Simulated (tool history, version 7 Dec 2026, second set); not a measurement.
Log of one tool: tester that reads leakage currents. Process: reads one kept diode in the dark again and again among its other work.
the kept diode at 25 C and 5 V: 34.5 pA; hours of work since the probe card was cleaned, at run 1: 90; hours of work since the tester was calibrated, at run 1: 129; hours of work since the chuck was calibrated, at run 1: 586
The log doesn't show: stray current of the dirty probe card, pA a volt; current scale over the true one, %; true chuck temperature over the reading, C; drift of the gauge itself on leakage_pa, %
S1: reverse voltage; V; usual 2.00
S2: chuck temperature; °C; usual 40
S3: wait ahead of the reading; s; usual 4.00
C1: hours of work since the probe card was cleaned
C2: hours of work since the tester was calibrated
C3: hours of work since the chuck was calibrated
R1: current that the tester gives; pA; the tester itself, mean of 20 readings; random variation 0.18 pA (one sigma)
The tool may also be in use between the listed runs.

run   hour     S1  S2    S3   C1   C2   C3      R1
  1    0.0   2.00  40  4.00   90  129  586   64.13
  2   15.1   2.00  40  4.00   99  138  595   64.49
  3   39.9   2.00  40  4.00  112  151  608   64.94
  4   63.0   1.43  40  4.00  125  164  621   53.22
  5   80.0   1.43  40  4.00  134  173  630   53.08
  6   98.3   1.43  40  4.00  144  183  640   53.65
  7  127.6   1.43  40  4.00  161  200  657   53.74
  8  144.4   1.43  40  4.00  170  209  666   54.06
  9  169.9   1.43  40  4.00  184  223  680   54.06
 10  193.0   9.49  40  4.00  197  236  693  164.69
 11  224.0   9.49  40  4.00  214  253  710  165.45
 12  260.0   9.49  40  4.00  234  273  730  166.00
 13  276.0   9.49  40  4.00  242  281  738  166.33
 14  293.3   2.00  32  4.00  252  291  748   39.11
 15  310.7  16.99  47  0.43  262  301  757  377.67
     325.2  -- chuck's temperature calibrated
 16  346.3  16.99  47  0.43  280  319   12  334.48
 17  373.0   2.94  26  4.00  295  334   26   28.77
 18  407.9  11.34  34  0.69  314  353   46  115.93
 19  434.4   2.66  38  1.74  329  368   60   61.63
 20  455.3   5.53  50  1.91  340  379   72  204.62
 21  479.5  13.78  42  3.41  354  392   85  213.99
 22  504.6  13.78  42  3.41  367  406   99  215.71
 23  533.7   1.27  36  1.25  383  422  115   35.67
 24  551.7   1.27  36  1.25  393  432  125   35.53
 25  577.5  11.29  40  0.86  408  447  139  172.53
 26  610.6  11.29  40  0.86  426  465  157  172.84
 27  633.9  13.58  40  0.40  439  478  170  199.01
 28  661.5   2.82  24  1.41  454  493  185   26.00

3 ways to go on from here, each from the tool as it stands after run 28. What would each give?
  A  687.5   2.00  50  4.00  468  507  200   ?
  B  687.5   2.82  36  1.41  468  507  200   ?
  C  687.5  17.65  40  4.00  468  507  200   ?

run      R1
  A  115.20
  B   58.14
  C  224.47
Without the tool's hidden state the same runs would have given:
run      R1
  A  110.58
  B   54.53
  C  206.38
